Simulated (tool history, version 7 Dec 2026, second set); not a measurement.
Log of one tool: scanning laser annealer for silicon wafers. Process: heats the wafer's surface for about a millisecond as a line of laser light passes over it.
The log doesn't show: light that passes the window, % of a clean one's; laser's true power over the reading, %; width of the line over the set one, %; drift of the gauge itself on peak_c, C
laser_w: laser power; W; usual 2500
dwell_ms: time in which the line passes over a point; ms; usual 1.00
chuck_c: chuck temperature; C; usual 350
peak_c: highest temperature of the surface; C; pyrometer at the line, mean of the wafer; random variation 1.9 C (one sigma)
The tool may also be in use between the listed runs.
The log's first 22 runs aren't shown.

run   hour  laser_w  dwell_ms  chuck_c  hours of work since the window was cleaned  hours of work since the power meter was calibrated  hours of work since the optics were aligned  peak_c
 23  156.5     2606      1.22      386                                          13                                                 272                                          357    1335
 24  160.3     2500      0.71      316                                          16                                                 274                                          360     991
 25  168.8     2409      1.00      374                                          23                                                 281                                          367    1163
 26  175.2     2594      0.71      350                                          28                                                 286                                          372    1049
 27  181.5     2594      0.71      350                                          33                                                 291                                          377    1053
 28  190.8     2466      1.00      335                                          40                                                 298                                          384    1139
 29  197.0     2257      1.19      335                                          44                                                 303                                          388    1149
 30  202.8     2351      0.72      384                                          49                                                 307                                          393    1026
 31  209.8     2351      0.72      384                                          54                                                 312                                          398    1027
 32  217.4     2351      0.72      384                                          60                                                 318                                          404    1025
 33  223.8     2351      0.80      329                                          65                                                 323                                          409    1007
 34  229.5     2351      0.80      329                                          69                                                 327                                          413    1009
 35  235.0     2613      0.78      359                                          73                                                 332                                          418    1100
 36  242.2     2704      0.78      363                                          79                                                 337                                          423    1126
 37  247.1     2704      0.78      363                                          83                                                 341                                          427    1130
 38  254.6     2586      0.99      331                                          88                                                 347                                          432    1170
 39  260.0     2374      1.00      340                                          93                                                 351                                          437    1114
 40  264.3     2374      1.00      340                                          96                                                 354                                          440    1115
 41  270.4     2510      0.90      339                                         101                                                 359                                          445    1113
 42  277.2     2510      0.90      339                                         106                                                 364                                          450    1108

3 ways to go on from here, each from the tool as it stands after run 42. What would each give?
  A  281.2     2201      1.16      339                                         109                                                 367                                          453       ?
  B  281.2     2165      0.99      365                                         109                                                 367                                          453       ?
  C  281.2     2510      0.86      339                                         109                                                 367                                          453       ?

run  peak_c
  A    1123
  B    1069
  C    1092
Without the tool's hidden state the same runs would have given:
run  peak_c
  A    1132
  B    1077
  C    1101
